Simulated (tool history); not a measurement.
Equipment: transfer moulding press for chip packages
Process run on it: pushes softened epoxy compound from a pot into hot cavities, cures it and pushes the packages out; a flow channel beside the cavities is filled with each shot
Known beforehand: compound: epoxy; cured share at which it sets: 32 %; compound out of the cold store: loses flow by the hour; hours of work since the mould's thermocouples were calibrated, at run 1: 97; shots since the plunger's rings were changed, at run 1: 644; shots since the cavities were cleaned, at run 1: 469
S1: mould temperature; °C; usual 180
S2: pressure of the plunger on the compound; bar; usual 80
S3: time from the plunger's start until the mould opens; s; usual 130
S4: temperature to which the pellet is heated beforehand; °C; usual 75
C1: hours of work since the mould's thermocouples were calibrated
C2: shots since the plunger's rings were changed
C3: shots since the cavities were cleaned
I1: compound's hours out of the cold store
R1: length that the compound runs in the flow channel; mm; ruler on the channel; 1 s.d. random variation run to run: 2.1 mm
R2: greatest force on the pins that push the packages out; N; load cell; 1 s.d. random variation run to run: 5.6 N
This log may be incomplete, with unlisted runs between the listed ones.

{"run": 1, "hour": 0.0, "S1": 180, "S2": 80, "S3": 130, "S4": 75, "C1": 97, "C2": 644, "C3": 469, "I1": 47.9, "R1": 583, "R2": 285}
{"run": 2, "hour": 8.8, "S1": 180, "S2": 80, "S3": 130, "S4": 75, "C1": 101, "C2": 702, "C3": 527, "I1": 19.6, "R1": 680, "R2": 295}
{"run": 3, "hour": 19.9, "S1": 180, "S2": 80, "S3": 130, "S4": 75, "C1": 105, "C2": 776, "C3": 601, "I1": 10.8, "R1": 716, "R2": 308}
{"run": 4, "hour": 33.5, "S1": 180, "S2": 80, "S3": 130, "S4": 75, "C1": 111, "C2": 866, "C3": 691, "I1": 34.1, "R1": 628, "R2": 315}
{"run": 5, "hour": 45.6, "S1": 180, "S2": 80, "S3": 165, "S4": 75, "C1": 116, "C2": 946, "C3": 771, "I1": 28.4, "R1": 649, "R2": 297}
{"run": 6, "hour": 54.8, "S1": 180, "S2": 80, "S3": 165, "S4": 75, "C1": 120, "C2": 1006, "C3": 831, "I1": 36.5, "R1": 616, "R2": 304}
{"hour": 66.1, "done": "cavities cleaned with cleaning compound and waxed"}
{"run": 7, "hour": 68.3, "S1": 180, "S2": 80, "S3": 165, "S4": 75, "C1": 125, "C2": 1086, "C3": 15, "I1": 39, "R1": 611, "R2": 352}
{"run": 8, "hour": 83.7, "S1": 180, "S2": 80, "S3": 165, "S4": 75, "C1": 131, "C2": 1187, "C3": 116, "I1": 17.5, "R1": 685, "R2": 332}
{"run": 9, "hour": 101.2, "S1": 180, "S2": 80, "S3": 130, "S4": 75, "C1": 139, "C2": 1303, "C3": 232, "I1": 17.2, "R1": 683, "R2": 384}
{"hour": 104.6, "done": "cavities cleaned with cleaning compound and waxed, once more"}
{"run": 10, "hour": 111.5, "S1": 180, "S2": 80, "S3": 130, "S4": 75, "C1": 142, "C2": 1361, "C3": 46, "I1": 41.3, "R1": 604, "R2": 211}
{"run": 11, "hour": 120.7, "S1": 180, "S2": 80, "S3": 130, "S4": 75, "C1": 146, "C2": 1422, "C3": 107, "I1": 35.7, "R1": 618, "R2": 221}
{"run": 12, "hour": 137.0, "S1": 180, "S2": 80, "S3": 130, "S4": 75, "C1": 153, "C2": 1529, "C3": 214, "I1": 38.1, "R1": 612, "R2": 241}
{"run": 13, "hour": 150.4, "S1": 180, "S2": 80, "S3": 130, "S4": 75, "C1": 159, "C2": 1618, "C3": 303, "I1": 16.2, "R1": 687, "R2": 257}
{"run": 14, "hour": 160.8, "S1": 180, "S2": 80, "S3": 130, "S4": 85, "C1": 163, "C2": 1686, "C3": 371, "I1": 18.3, "R1": 678, "R2": 274}
{"run": 15, "hour": 174.2, "S1": 180, "S2": 80, "S3": 130, "S4": 75, "C1": 169, "C2": 1775, "C3": 460, "I1": 23.8, "R1": 659, "R2": 290}
{"run": 16, "hour": 193.3, "S1": 173, "S2": 86.4, "S3": 130, "S4": 69, "C1": 177, "C2": 1901, "C3": 586, "I1": 16.9, "R1": 736, "R2": 417}
{"run": 17, "hour": 212.1, "S1": 176, "S2": 80, "S3": 117, "S4": 75, "C1": 185, "C2": 2025, "C3": 710, "I1": 13, "R1": 713, "R2": 421}
{"run": 18, "hour": 220.7, "S1": 176, "S2": 65.8, "S3": 117, "S4": 73, "C1": 188, "C2": 2082, "C3": 767, "I1": 18.7, "R1": 625, "R2": 451}
{"run": 19, "hour": 239.6, "S1": 174, "S2": 80, "S3": 115, "S4": 75, "C1": 196, "C2": 2207, "C3": 892, "I1": 20.7, "R1": 689, "R2": 510}
{"hour": 242.3, "done": "cavities cleaned with cleaning compound and waxed"}
{"run": 20, "hour": 254.5, "S1": 174, "S2": 80, "S3": 115, "S4": 75, "C1": 202, "C2": 2295, "C3": 80, "I1": 31.3, "R1": 651, "R2": 331}
{"run": 21, "hour": 269.9, "S1": 175, "S2": 66.9, "S3": 130, "S4": 68, "C1": 208, "C2": 2397, "C3": 182, "I1": 13.2, "R1": 653, "R2": 290}
{"run": 22, "hour": 280.0, "S1": 178, "S2": 80, "S3": 130, "S4": 75, "C1": 213, "C2": 2464, "C3": 249, "I1": 28, "R1": 644, "R2": 261}
{"run": 23, "hour": 293.6, "S1": 186, "S2": 80, "S3": 150, "S4": 75, "C1": 218, "C2": 2554, "C3": 339, "I1": 36.7, "R1": 593, "R2": 243}
{"run": 24, "hour": 312.3, "S1": 186, "S2": 80, "S3": 150, "S4": 78, "C1": 226, "C2": 2677, "C3": 462, "I1": 19.4, "R1": 648, "R2": 266}
{"run": 25, "hour": 328.4, "S1": 186, "S2": 80, "S3": 150, "S4": 78, "C1": 233, "C2": 2784, "C3": 569, "I1": 30.7, "R1": 607, "R2": 275}
{"run": 26, "hour": 338.0, "S1": 178, "S2": 80, "S3": 130, "S4": 78, "C1": 237, "C2": 2847, "C3": 632, "I1": 47.3, "R1": 580, "R2": 322}
{"run": 27, "hour": 354.4, "S1": 178, "S2": 80, "S3": 124, "S4": 80, "C1": 244, "C2": 2955, "C3": 740, "I1": 36.2, "R1": 614, "R2": 333}
{"run": 28, "hour": 372.0, "S1": 178, "S2": 80, "S3": 124, "S4": 80, "C1": 251, "C2": 3072, "C3": 857, "I1": 30.4, "R1": 635, "R2": 345}
{"hour": 380.1, "done": "cavities cleaned with cleaning compound and waxed"}
{"run": 29, "hour": 382.7, "S1": 184, "S2": 80, "S3": 130, "S4": 73, "C1": 255, "C2": 3133, "C3": 18, "I1": 17, "R1": 662, "R2": 201}
{"run": 30, "hour": 402.2, "S1": 184, "S2": 80, "S3": 130, "S4": 73, "C1": 263, "C2": 3261, "C3": 146, "I1": 8.8, "R1": 689, "R2": 230}

Alternative continuations, all from the tool just after run 30; predict every row:
{"run": "A", "hour": 420.0, "S1": 184, "S2": 63.7, "S3": 130, "S4": 78, "C1": 271, "C2": 3379, "C3": 264, "I1": 17, "R1": "?", "R2": "?"}
{"run": "B", "hour": 420.0, "S1": 179, "S2": 80, "S3": 110, "S4": 73, "C1": 271, "C2": 3379, "C3": 264, "I1": 14, "R1": "?", "R2": "?"}
{"run": "C", "hour": 420.0, "S1": 175, "S2": 80, "S3": 143, "S4": 66, "C1": 271, "C2": 3379, "C3": 264, "I1": 16.8, "R1": "?", "R2": "?"}

run=A R1=587 R2=254
run=B R1=686 R2=319
run=C R1=692 R2=280
Take away the tool's hidden state, keep each run's random variation, and the runs would have read:
run=A R1=606 R2=195
run=B R1=709 R2=238
run=C R1=714 R2=213

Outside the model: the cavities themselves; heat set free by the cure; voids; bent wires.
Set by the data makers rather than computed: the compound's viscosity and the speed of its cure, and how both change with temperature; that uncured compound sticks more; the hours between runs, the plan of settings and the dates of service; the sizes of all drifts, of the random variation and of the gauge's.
